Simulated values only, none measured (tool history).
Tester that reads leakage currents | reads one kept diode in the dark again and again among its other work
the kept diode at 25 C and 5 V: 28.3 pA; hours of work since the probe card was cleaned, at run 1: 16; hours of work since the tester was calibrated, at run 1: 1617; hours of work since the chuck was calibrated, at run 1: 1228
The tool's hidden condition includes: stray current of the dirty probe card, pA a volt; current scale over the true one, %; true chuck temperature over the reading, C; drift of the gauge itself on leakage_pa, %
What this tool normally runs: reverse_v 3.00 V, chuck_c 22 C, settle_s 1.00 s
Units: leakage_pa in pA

run,hour,reverse_v,chuck_c,settle_s,hours of work since the probe card was cleaned,hours of work since the tester was calibrated,hours of work since the chuck was calibrated,leakage_pa
1,0.0,3.00,22,1.00,16,1617,1228,20.68
2,161.8,2.98,22,1.00,113,1715,1325,21.30
# hour 275.5: chuck's temperature calibrated
3,388.7,2.98,22,1.00,248,1850,68,23.48
4,560.3,2.98,22,1.00,352,1954,171,24.27
5,691.9,2.98,22,1.00,431,2033,251,25.05
6,904.5,2.98,22,1.00,559,2161,379,26.00
7,1033.2,2.98,22,1.00,636,2238,456,26.46
8,1152.4,2.98,22,1.00,708,2310,528,27.10
9,1354.8,2.98,22,1.00,830,2432,650,28.17
10,1486.8,2.98,22,1.00,909,2511,729,28.78
# hour 1520.9: chuck's temperature calibrated, once more
11,1731.4,3.00,22,0.79,1056,2657,127,23.09
# hour 1904.5: probe card cleaned and baked
# hour 1906.5: tester calibrated
12,1925.8,3.00,21,1.00,12,12,241,16.39
13,2051.6,3.00,22,1.00,87,87,316,18.48
14,2209.1,4.26,22,1.00,182,182,411,23.85
15,2417.3,4.26,22,1.00,308,308,537,25.03
16,2540.8,3.00,22,0.54,382,382,611,21.46
17,2692.6,3.00,22,0.54,473,473,702,22.17
18,2822.0,3.00,22,0.54,551,551,780,22.65
19,3048.5,3.00,22,0.54,688,688,917,23.61
20,3182.7,3.00,22,0.54,768,768,997,24.51
21,3384.8,1.09,22,1.13,890,890,1119,12.69
22,3533.7,3.64,30,1.00,980,980,1209,50.27
23,3723.6,3.00,24,1.02,1094,1094,1323,29.68
# hour 3835.1: probe card cleaned and baked
# hour 3837.1: chuck's temperature calibrated
24,3869.0,3.00,24,0.64,19,1179,19,21.58
25,4006.0,3.00,24,0.64,102,1261,102,22.18
26,4231.3,3.00,59,0.37,237,1397,237,334.11
27,4460.5,3.00,59,0.37,375,1535,375,342.84
28,4628.9,3.00,59,0.37,477,1636,477,346.29
29,4795.4,3.00,59,0.37,577,1736,577,351.28
30,5022.5,1.13,22,2.33,714,1873,714,12.14
31,5245.4,1.68,22,0.65,848,2007,848,16.63
32,5346.9,1.68,50,0.65,909,2068,909,137.91
33,5555.0,3.16,57,2.86,1034,2194,1034,330.11
34,5678.5,3.27,33,5.28,1109,2268,1109,58.97
# hour 5753.7: probe card cleaned and baked
35,5891.4,10.11,31,5.28,83,2394,1235,89.49
36,6121.1,1.16,59,8.53,221,2533,1373,221.86
# hour 6148.2: chuck's temperature calibrated
37,6326.1,5.63,46,4.75,343,2655,107,183.75
38,6424.0,5.63,46,4.75,402,2714,166,185.12
# hour 6489.4: tester calibrated
39,6576.0,9.14,40,6.59,493,52,256,155.01

Below, some changes in leakage_pa between adjacent runs. For each, the amount present without the hidden state too (settings, incoming material, random variation) and the amount remaining for the hidden state with gauge scatter not shared by both compared results:
Run 25 -> 26: chuck_c 24 -> 59, settle_s 0.64 -> 0.37. leakage_pa +311.93 pA: hidden state +15.55, all else +296.38.
Run 29 -> 30: reverse_v 3.00 -> 1.13, chuck_c 59 -> 22, settle_s 0.37 -> 2.33. leakage_pa -339.14 pA: hidden state -30.68, all else -308.46.
Run 32 -> 33: reverse_v 1.68 -> 3.16, chuck_c 50 -> 57, settle_s 0.65 -> 2.86. leakage_pa +192.20 pA: hidden state +30.49, all else +161.71.
Run 33 -> 34: reverse_v 3.16 -> 3.27, chuck_c 57 -> 33, settle_s 2.86 -> 5.28. leakage_pa -271.14 pA: hidden state -36.06, all else -235.08.

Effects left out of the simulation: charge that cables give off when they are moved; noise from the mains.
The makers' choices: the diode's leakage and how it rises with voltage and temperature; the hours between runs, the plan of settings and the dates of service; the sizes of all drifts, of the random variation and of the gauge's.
